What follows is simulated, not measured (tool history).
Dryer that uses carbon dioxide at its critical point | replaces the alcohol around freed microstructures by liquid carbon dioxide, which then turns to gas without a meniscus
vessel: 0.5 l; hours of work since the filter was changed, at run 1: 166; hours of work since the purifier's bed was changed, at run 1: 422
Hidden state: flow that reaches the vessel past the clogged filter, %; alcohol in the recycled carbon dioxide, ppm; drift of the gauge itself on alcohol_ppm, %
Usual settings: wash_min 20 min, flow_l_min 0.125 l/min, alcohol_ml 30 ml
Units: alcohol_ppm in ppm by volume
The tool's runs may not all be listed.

run,hour,wash_min,flow_l_min,alcohol_ml,hours of work since the filter was changed,hours of work since the purifier's bed was changed,alcohol_ppm
1,0,20,0.125,30,166,422,2192
2,18.4,20,0.125,30,176,432,2285
3,30.7,28,0.125,30,183,440,658
4,39.8,28,0.125,30,189,445,673
5,51.1,28,0.125,30,195,451,688
6,63.8,12,0.125,30,202,459,8516
7,80.3,20,0.125,30,212,468,2458
8,91.9,20,0.125,30,219,475,2474
9,100.9,20,0.125,30,224,480,2514
10,108.6,20,0.125,30,228,485,2546
11,120.2,20,0.125,30,235,491,2493
12,134.5,20,0.125,30,243,500,2635
13,152.4,20,0.125,30,254,510,2644
14,162.4,20,0.125,30,259,516,2712
15,176.1,20,0.125,30,267,524,2689
16,185.6,20,0.125,28,273,529,2522
17,195.2,20,0.125,28,279,535,2594
18,202.7,20,0.125,28,283,539,2648
19,214.6,30,0.134,30,290,546,510
20,223.7,18,0.134,30,295,551,3128
21,231.7,20,0.168,30,300,556,1069
22,249.8,26,0.168,27,310,566,363
23,259.3,26,0.168,27,316,572,373
24,277.6,21,0.11,27,326,582,3405
25,292.3,21,0.11,27,335,591,3482
# hour 300.4: inlet filter changed
26,309.1,24,0.118,27,5,600,910
27,319.1,24,0.126,27,11,606,736
28,335.8,24,0.106,96,20,616,4674
29,346.6,24,0.106,96,27,622,4869
30,363.1,19,0.109,24,36,631,2452
31,377.8,20,0.203,24,45,640,248
32,393,20,0.203,24,54,649,253
33,406.5,20,0.125,63,61,656,3602
34,419.1,20,0.099,36,69,664,4294
35,434.5,20,0.099,36,78,673,4417
36,449.4,26,0.081,34,86,681,3635

Forecast each of these 5 alternatives for the next run:
A,466.5,17,0.135,53,96,691,?
B,466.5,23,0.106,67,96,691,?
C,466.5,15,0.177,30,96,691,?
D,466.5,26,0.154,34,96,691,?
E,466.5,26,0.081,68,96,691,?

run,alcohol_ppm
A,4512
B,4481
C,1574
D,374
E,7189
Without the tool's hidden state the same runs would have given:
run,alcohol_ppm
A,3673
B,3606
C,1188
D,194
E,5990
